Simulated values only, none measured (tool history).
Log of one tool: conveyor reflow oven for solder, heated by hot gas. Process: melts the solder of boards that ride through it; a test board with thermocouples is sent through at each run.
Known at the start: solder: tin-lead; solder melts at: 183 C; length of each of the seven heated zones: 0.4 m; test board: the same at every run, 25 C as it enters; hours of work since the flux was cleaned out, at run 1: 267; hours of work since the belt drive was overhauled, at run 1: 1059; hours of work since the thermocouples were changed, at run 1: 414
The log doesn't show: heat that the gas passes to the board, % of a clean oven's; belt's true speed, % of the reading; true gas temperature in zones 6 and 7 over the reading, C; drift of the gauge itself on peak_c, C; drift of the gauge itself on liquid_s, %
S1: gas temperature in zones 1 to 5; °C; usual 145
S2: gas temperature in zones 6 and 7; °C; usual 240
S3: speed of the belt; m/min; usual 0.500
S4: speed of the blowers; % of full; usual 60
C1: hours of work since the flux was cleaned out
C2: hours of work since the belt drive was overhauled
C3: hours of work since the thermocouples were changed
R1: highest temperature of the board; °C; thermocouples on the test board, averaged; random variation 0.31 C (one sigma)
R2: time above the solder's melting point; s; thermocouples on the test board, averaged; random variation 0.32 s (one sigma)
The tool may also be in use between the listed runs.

run     day   S1   S2     S3  S4   C1    C2   C3     R1    R2
  1   0.000  145  240  0.500  60  267  1059  414  217.4  76.1
  2   1.404  145  240  0.500  60  293  1084  439  217.3  76.3
  3   4.025  145  240  0.500  60  340  1132  486  217.5  75.4
  4   5.983  145  240  0.500  60  375  1167  521  216.4  75.6
  5   7.671  145  240  0.500  60  405  1197  552  216.2  75.1
      8.871  -- thermocouples of zones 6 and 7 changed
  6  10.617  145  240  0.500  60  457  1248   31  217.8  76.8
     11.667  -- flux residue cleaned out of gas plates and filters
  7  13.858  145  240  0.500  60   39  1303   86  221.0  81.2
  8  15.542  145  240  0.500  60   70  1333  116  221.3  80.7
  9  17.708  145  240  0.500  60  108  1372  155  220.7  79.8
 10  19.567  145  240  0.500  60  142  1405  188  219.9  80.1
 11  20.912  145  240  0.500  60  166  1429  212  219.6  79.3
 12  23.579  145  240  0.500  88  214  1477  260  225.3  85.0
 13  24.967  151  240  0.500  60  239  1502  285  220.6  84.0
 14  27.992  145  240  0.488  60  293  1557  340  219.7  81.8
 15  30.238  152  240  0.500  60  333  1597  380  219.6  82.8
 16  32.129  152  240  0.500  60  367  1631  414  219.7  83.2
 17  34.971  136  240  0.460  60  418  1682  465  218.3  80.8
 18  37.121  145  240  0.500  83  457  1720  503  221.4  82.5
     37.458  -- belt drive overhauled, speed set with a stopwatch
     38.417  -- flux residue cleaned out of gas plates and filters
 19  40.392  144  230  0.512  51   35    49  556  206.8  59.4
     41.383  -- thermocouples of zones 6 and 7 changed
 20  43.483  145  232  0.500  69   89   103   38  215.5  73.3
 21  46.104  145  234  0.445  60  136   150   85  218.1  86.5

Run 22 comes next. What will it give?
 22  48.004  145  234  0.445  60  171  184  119   ?   ?

Run 22 gave R1 218.0 °C, R2 85.7 s.
Without the tool's hidden state the same run would have given R1 219.4 °C, R2 87.0 s.

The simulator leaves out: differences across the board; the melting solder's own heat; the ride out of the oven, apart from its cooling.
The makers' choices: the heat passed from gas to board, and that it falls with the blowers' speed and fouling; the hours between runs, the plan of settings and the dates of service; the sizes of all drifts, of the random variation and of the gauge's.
